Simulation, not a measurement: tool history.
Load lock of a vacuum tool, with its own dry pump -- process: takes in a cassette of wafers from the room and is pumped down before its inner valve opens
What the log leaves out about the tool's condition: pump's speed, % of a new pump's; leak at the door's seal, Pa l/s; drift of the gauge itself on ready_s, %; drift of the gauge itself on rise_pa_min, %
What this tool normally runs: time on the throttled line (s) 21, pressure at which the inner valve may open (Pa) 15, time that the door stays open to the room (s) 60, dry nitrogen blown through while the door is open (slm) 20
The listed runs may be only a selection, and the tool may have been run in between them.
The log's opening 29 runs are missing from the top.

run    hour  time on the throttled line (s)  pressure at which the inner valve may open (Pa)  time that the door stays open to the room (s)  dry nitrogen blown through while the door is open (slm)  hours that the pump has run since its overhaul  times that the door has closed on its seal  incoming humidity of the room's air, %  time from the closed door until the inner valve may open (s)  rise of the pressure with all valves shut (Pa/min)
 30  6482.3                              21                                               15                                             60                                                       27                                            3458                                       26650                                    47.2                                                          47.7                                               0.369
 31  6759.1                              21                                               15                                             75                                                       23                                            3735                                       27013                                    42.9                                                          47.5                                               0.376
 32  7017.5                              21                                               15                                            152                                                       20                                            3993                                       27351                                    46.2                                                          47.8                                               0.401
 33  7182.3                              20                                               21                                             31                                                       18                                            4158                                       27568                                    43.8                                                          45.3                                               0.398
 34  7360.7                              20                                               21                                             31                                                       18                                            4337                                       27801                                    44.9                                                          45.3                                               0.403
 35  7478.5                              21                                               17                                            123                                                       20                                            4454                                       27956                                      47                                                          47.3                                               0.411
 36  7595.8                              32                                               17                                            136                                                        6                                            4572                                       28110                                      42                                                          57.2                                               0.447
 37  7721.3                              21                                               17                                             80                                                       25                                            4697                                       28274                                    44.8                                                          47.6                                               0.411

3 ways to go on from here, each from the tool as it stands after run 37. What would each give?
  A  7864.6                              28                                               25                                             60                                                        5                                            4840                                       28462                                    45.7                                                             ?                                                   ?
  B  7864.6                              40                                               17                                             89                                                       25                                            4840                                       28462                                    42.6                                                             ?                                                   ?
  C  7864.6                              21                                               13                                            184                                                       11                                            4840                                       28462                                      44                                                             ?                                                   ?

run  time from the closed door until the inner valve may open (s)  rise of the pressure with all valves shut (Pa/min)
  A                                                            52                                                0.45
  B                                                          62.5                                               0.413
  C                                                          48.6                                               0.447
With the hidden condition removed and each run's random variation left untouched, the same runs would have given:
run  time from the closed door until the inner valve may open (s)  rise of the pressure with all valves shut (Pa/min)
  A                                                          49.5                                               0.057
  B                                                          60.2                                               0.024
  C                                                          45.7                                               0.059

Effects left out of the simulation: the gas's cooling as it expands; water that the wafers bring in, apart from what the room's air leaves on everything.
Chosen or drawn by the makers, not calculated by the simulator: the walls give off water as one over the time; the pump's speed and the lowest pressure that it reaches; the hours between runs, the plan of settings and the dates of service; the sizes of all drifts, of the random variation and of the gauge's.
